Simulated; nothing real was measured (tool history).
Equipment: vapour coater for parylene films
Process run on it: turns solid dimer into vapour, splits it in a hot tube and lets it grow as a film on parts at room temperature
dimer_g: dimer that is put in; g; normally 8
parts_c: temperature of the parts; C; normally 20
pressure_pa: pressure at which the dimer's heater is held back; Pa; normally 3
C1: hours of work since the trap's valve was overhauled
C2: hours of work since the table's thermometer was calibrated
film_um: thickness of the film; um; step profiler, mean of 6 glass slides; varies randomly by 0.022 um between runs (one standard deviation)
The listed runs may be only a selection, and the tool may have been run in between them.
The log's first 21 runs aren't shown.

Run 22, hour 365.1: usual settings but dimer_g 13 g, parts_c 23 C, pressure_pa 4.37 Pa; C1 441; C2 376. Result: film_um 2.58 um.
Run 23, hour 376.9: usual settings but parts_c 27 C, pressure_pa 4.99 Pa; C1 446; C2 381. Result: film_um 1.39 um.
Run 24, hour 389.5: usual settings; C1 451; C2 387. Result: film_um 1.84 um.
Run 25, hour 405.8: usual settings but dimer_g 4 g, parts_c 15 C, pressure_pa 6.28 Pa; C1 459; C2 394. Result: film_um 0.89 um.
Run 26, hour 426.9: usual settings but dimer_g 6 g, parts_c 15 C, pressure_pa 6.28 Pa; C1 468; C2 403. Result: film_um 1.38 um.
At hour 441.1: trap's valve overhauled.
Run 27, hour 445.3: usual settings but dimer_g 4 g, parts_c 18 C, pressure_pa 4.3 Pa; C1 2; C2 409. Result: film_um 0.99 um.
Run 28, hour 460.1: usual settings but dimer_g 4 g, parts_c 30 C, pressure_pa 7.02 Pa; C1 8; C2 416. Result: film_um 0.64 um.
Run 29, hour 478.6: usual settings but dimer_g 5 g, parts_c 14 C, pressure_pa 2.92 Pa; C1 16; C2 424. Result: film_um 1.49 um.
Run 30, hour 493.6: usual settings but dimer_g 5 g, pressure_pa 4.41 Pa; C1 23; C2 430. Result: film_um 1.16 um.
Run 31, hour 511.1: usual settings but dimer_g 3 g, parts_c 21 C, pressure_pa 2.68 Pa; C1 31; C2 438. Result: film_um 0.8 um.
Run 32, hour 527.1: usual settings but dimer_g 12 g, parts_c 16 C, pressure_pa 3.59 Pa; C1 38; C2 445. Result: film_um 3.29 um.
Run 33, hour 549.3: usual settings but dimer_g 5 g, parts_c 13 C, pressure_pa 3.37 Pa; C1 47; C2 455. Result: film_um 1.45 um.
Run 34, hour 564: usual settings but dimer_g 5 g; C1 54; C2 461. Result: film_um 1.28 um.
Run 35, hour 582.7: usual settings but dimer_g 5 g; C1 62; C2 469. Result: film_um 1.31 um.
Run 36, hour 595.2: usual settings but dimer_g 5 g; C1 67; C2 475. Result: film_um 1.24 um.
Run 37, hour 612: usual settings but dimer_g 11 g, parts_c 29 C, pressure_pa 2.47 Pa; C1 75; C2 482. Result: film_um 2.29 um.
Run 38, hour 627.1: usual settings but dimer_g 11 g, parts_c 29 C, pressure_pa 2.47 Pa; C1 81; C2 489. Result: film_um 2.34 um.
Run 39, hour 645.6: usual settings but dimer_g 10 g, parts_c 21 C, pressure_pa 11.15 Pa; C1 89; C2 497. Result: film_um 1.84 um.

Each row is a separate what-if for the run after 39, all from the same tool condition, not one after another. Results?
Run A, hour 655.4: usual settings but dimer_g 11 g; C1 94; C2 501. Result: film_um ?.
Run B, hour 655.4: usual settings but dimer_g 6 g, pressure_pa 9.66 Pa; C1 94; C2 501. Result: film_um ?.
Run C, hour 655.4: usual settings but parts_c 21 C, pressure_pa 11.15 Pa; C1 94; C2 501. Result: film_um ?.
Run D, hour 655.4: usual settings but dimer_g 14 g, pressure_pa 10.84 Pa; C1 94; C2 501. Result: film_um ?.

run  film_um
  A     2.79
  B     1.18
  C     1.47
  D     2.66
With no hidden state in the tool, these same runs would have given:
run  film_um
  A     2.82
  B     1.19
  C     1.48
  D     2.69
